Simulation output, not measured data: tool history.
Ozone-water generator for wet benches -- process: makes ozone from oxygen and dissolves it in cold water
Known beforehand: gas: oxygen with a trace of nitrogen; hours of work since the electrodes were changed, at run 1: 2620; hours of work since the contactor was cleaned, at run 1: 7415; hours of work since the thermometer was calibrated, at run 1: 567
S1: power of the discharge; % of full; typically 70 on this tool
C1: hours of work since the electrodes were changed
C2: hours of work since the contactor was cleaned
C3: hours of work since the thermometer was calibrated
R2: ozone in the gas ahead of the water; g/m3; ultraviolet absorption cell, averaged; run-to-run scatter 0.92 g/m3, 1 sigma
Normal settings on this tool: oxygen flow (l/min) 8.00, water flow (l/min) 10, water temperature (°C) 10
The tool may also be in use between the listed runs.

run 1 day=0.000 | S1=70 oxygen_flow_(l/min)=8.00 water_flow_(l/min)=10 water_temperature_(°C)=10 | C1=2620 C2=7415 C3=567 | dissolved_ozone_(ppm)=32.4 R2=146.8
run 2 day=2.838 | S1=70 oxygen_flow_(l/min)=8.00 water_flow_(l/min)=10 water_temperature_(°C)=11 | C1=2685 C2=7480 C3=633 | dissolved_ozone_(ppm)=31.0 R2=147.6
run 3 day=5.400 | S1=94 oxygen_flow_(l/min)=8.00 water_flow_(l/min)=10 water_temperature_(°C)=10 | C1=2744 C2=7539 C3=692 | dissolved_ozone_(ppm)=39.9 R2=183.0
run 4 day=8.633 | S1=94 oxygen_flow_(l/min)=8.00 water_flow_(l/min)=10 water_temperature_(°C)=10 | C1=2819 C2=7614 C3=767 | dissolved_ozone_(ppm)=39.5 R2=182.4
run 5 day=11.658 | S1=94 oxygen_flow_(l/min)=8.00 water_flow_(l/min)=10 water_temperature_(°C)=10 | C1=2888 C2=7684 C3=836 | dissolved_ozone_(ppm)=39.7 R2=183.1
run 6 day=14.696 | S1=94 oxygen_flow_(l/min)=8.00 water_flow_(l/min)=7 water_temperature_(°C)=10 | C1=2959 C2=7754 C3=906 | dissolved_ozone_(ppm)=47.7 R2=182.2
run 7 day=18.200 | S1=70 oxygen_flow_(l/min)=8.00 water_flow_(l/min)=10 water_temperature_(°C)=10 | C1=3039 C2=7835 C3=987 | dissolved_ozone_(ppm)=32.0 R2=146.1
run 8 day=22.646 | S1=70 oxygen_flow_(l/min)=8.00 water_flow_(l/min)=10 water_temperature_(°C)=10 | C1=3142 C2=7937 C3=1090 | dissolved_ozone_(ppm)=31.8 R2=146.9
run 9 day=25.017 | S1=88 oxygen_flow_(l/min)=8.00 water_flow_(l/min)=10 water_temperature_(°C)=10 | C1=3197 C2=7992 C3=1144 | dissolved_ozone_(ppm)=37.9 R2=173.6
run 10 day=29.504 | S1=88 oxygen_flow_(l/min)=8.00 water_flow_(l/min)=10 water_temperature_(°C)=10 | C1=3300 C2=8095 C3=1248 | dissolved_ozone_(ppm)=37.7 R2=171.9
run 11 day=33.833 | S1=88 oxygen_flow_(l/min)=8.00 water_flow_(l/min)=10 water_temperature_(°C)=10 | C1=3400 C2=8195 C3=1348 | dissolved_ozone_(ppm)=37.4 R2=171.3
run 12 day=38.867 | S1=70 oxygen_flow_(l/min)=8.00 water_flow_(l/min)=10 water_temperature_(°C)=10 | C1=3516 C2=8311 C3=1464 | dissolved_ozone_(ppm)=31.5 R2=145.0
-- day=39.358 contactor cleaned
run 13 day=43.988 | S1=70 oxygen_flow_(l/min)=8.00 water_flow_(l/min)=10 water_temperature_(°C)=10 | C1=3630 C2=107 C3=1578 | dissolved_ozone_(ppm)=30.5 R2=145.8
run 14 day=48.208 | S1=70 oxygen_flow_(l/min)=9.73 water_flow_(l/min)=10 water_temperature_(°C)=10 | C1=3728 C2=204 C3=1676 | dissolved_ozone_(ppm)=30.1 R2=132.6
run 15 day=52.454 | S1=70 oxygen_flow_(l/min)=11.00 water_flow_(l/min)=10 water_temperature_(°C)=6 | C1=3826 C2=302 C3=1773 | dissolved_ozone_(ppm)=32.7 R2=128.5
run 16 day=56.492 | S1=70 oxygen_flow_(l/min)=8.32 water_flow_(l/min)=10 water_temperature_(°C)=16 | C1=3919 C2=395 C3=1867 | dissolved_ozone_(ppm)=26.7 R2=141.9
run 17 day=60.721 | S1=70 oxygen_flow_(l/min)=8.32 water_flow_(l/min)=10 water_temperature_(°C)=16 | C1=4016 C2=493 C3=1964 | dissolved_ozone_(ppm)=26.2 R2=142.9
run 18 day=63.392 | S1=46 oxygen_flow_(l/min)=12.22 water_flow_(l/min)=9 water_temperature_(°C)=5 | C1=4078 C2=554 C3=2026 | dissolved_ozone_(ppm)=25.4 R2=89.5
run 19 day=65.700 | S1=46 oxygen_flow_(l/min)=12.22 water_flow_(l/min)=9 water_temperature_(°C)=5 | C1=4131 C2=608 C3=2079 | dissolved_ozone_(ppm)=25.3 R2=88.8
run 20 day=69.850 | S1=70 oxygen_flow_(l/min)=6.14 water_flow_(l/min)=11 water_temperature_(°C)=15 | C1=4227 C2=703 C3=2175 | dissolved_ozone_(ppm)=26.1 R2=160.0
-- day=71.175 contactor cleaned, once more
run 21 day=73.883 | S1=44 oxygen_flow_(l/min)=8.00 water_flow_(l/min)=10 water_temperature_(°C)=6 | C1=4316 C2=63 C3=2264 | dissolved_ozone_(ppm)=25.0 R2=102.2
run 22 day=76.462 | S1=70 oxygen_flow_(l/min)=8.00 water_flow_(l/min)=15 water_temperature_(°C)=18 | C1=4376 C2=122 C3=2323 | dissolved_ozone_(ppm)=21.8 R2=144.8
run 23 day=80.196 | S1=70 oxygen_flow_(l/min)=8.00 water_flow_(l/min)=15 water_temperature_(°C)=18 | C1=4462 C2=208 C3=2410 | dissolved_ozone_(ppm)=21.7 R2=141.2
run 24 day=85.546 | S1=84 oxygen_flow_(l/min)=4.81 water_flow_(l/min)=8 water_temperature_(°C)=16 | C1=4585 C2=331 C3=2533 | dissolved_ozone_(ppm)=37.6 R2=199.3
run 25 day=89.883 | S1=99 oxygen_flow_(l/min)=7.79 water_flow_(l/min)=13 water_temperature_(°C)=10 | C1=4685 C2=432 C3=2633 | dissolved_ozone_(ppm)=35.8 R2=186.0
run 26 day=94.288 | S1=99 oxygen_flow_(l/min)=7.79 water_flow_(l/min)=13 water_temperature_(°C)=10 | C1=4787 C2=533 C3=2735 | dissolved_ozone_(ppm)=35.4 R2=184.7

Alternative continuations, all from the tool just after run 26; predict every row:
run A day=96.971 | S1=99 oxygen_flow_(l/min)=7.79 water_flow_(l/min)=7 water_temperature_(°C)=10 | C1=4849 C2=595 C3=2796 | dissolved_ozone_(ppm)=? R2=?
run B day=96.971 | S1=60 oxygen_flow_(l/min)=4.58 water_flow_(l/min)=13 water_temperature_(°C)=10 | C1=4849 C2=595 C3=2796 | dissolved_ozone_(ppm)=? R2=?
run C day=96.971 | S1=99 oxygen_flow_(l/min)=12.05 water_flow_(l/min)=13 water_temperature_(°C)=14 | C1=4849 C2=595 C3=2796 | dissolved_ozone_(ppm)=? R2=?

run=A dissolved_ozone_(ppm)=49.2 R2=186.1
run=B dissolved_ozone_(ppm)=23.8 R2=159.3
run=C dissolved_ozone_(ppm)=31.9 R2=153.7
Without the tool's hidden state the same runs would have given:
run=A dissolved_ozone_(ppm)=54.4 R2=204.8
run=B dissolved_ozone_(ppm)=25.6 R2=170.3
run=C dissolved_ozone_(ppm)=35.3 R2=169.1
